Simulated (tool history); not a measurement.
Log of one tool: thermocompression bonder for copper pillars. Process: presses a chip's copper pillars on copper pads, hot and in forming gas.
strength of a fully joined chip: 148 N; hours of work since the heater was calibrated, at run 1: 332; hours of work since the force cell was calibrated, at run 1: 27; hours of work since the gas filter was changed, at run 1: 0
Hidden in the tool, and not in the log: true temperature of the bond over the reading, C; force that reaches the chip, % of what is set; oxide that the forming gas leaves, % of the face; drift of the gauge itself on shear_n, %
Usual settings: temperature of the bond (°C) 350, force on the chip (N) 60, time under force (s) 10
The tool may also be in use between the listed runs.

run	day	temperature of the bond (°C)	force on the chip (N)	time under force (s)	hours of work since the heater was calibrated	hours of work since the force cell was calibrated	hours of work since the gas filter was changed	force that shears a chip off (N)
1	0	350	60	10	332	27	0	93
2	2.688	350	60	23	373	68	41	112.4
3	4.988	350	60	23	408	103	77	108.9
4	7.462	350	86	23	446	142	115	118
# day 9.538: forming gas filter changed
5	9.596	350	86	23	479	174	1	122.9
6	11.804	350	60	10	513	208	35	89.7
7	13.746	350	60	10	543	238	65	88.3
8	15.567	327	60	10	571	266	93	67.2
9	16.829	350	60	10	590	285	112	85.7
10	18.183	350	60	10	611	306	133	84.2
# day 18.496: force cell calibrated
# day 19.167: forming gas filter changed
11	19.583	350	60	10	631	16	6	89.5
12	21.225	350	60	23	656	42	32	109.5
# day 21.733: heater calibrated with a thermocouple chip
13	22.912	322	60	13	18	66	56	82.7
14	24.525	350	66	24	43	91	81	120.7
15	26.654	350	66	24	76	124	114	116.9
# day 27.896: force cell calibrated, once more
# day 28.912: forming gas filter changed
16	29.192	365	42	10	113	20	4	95.2
17	30.996	365	42	10	141	47	32	94.8
18	32.888	365	42	15	170	76	61	102.6
19	35.583	325	41	27	212	118	103	84.7
20	37.788	367	82	16	246	152	136	122.1
# day 38.5: forming gas filter changed
21	40.142	324	53	10	281	188	25	70.6
22	41.392	324	53	10	301	207	44	68.4
23	42.854	358	73	19	323	229	67	120.8
24	45.15	368	73	14	358	265	102	115.1

4 ways to go on from here, each from the tool as it stands after run 24. What would each give?
A	46.3	338	40	18	376	282	120	?
B	46.3	358	73	14	376	282	120	?
C	46.3	368	51	22	376	282	120	?
D	46.3	363	60	10	376	282	120	?

run	force that shears a chip off (N)
A	82.1
B	107.1
C	116.7
D	98.7
Without the tool's hidden state the same runs would have given:
run	force that shears a chip off (N)
A	89.3
B	115.1
C	124.9
D	106.4
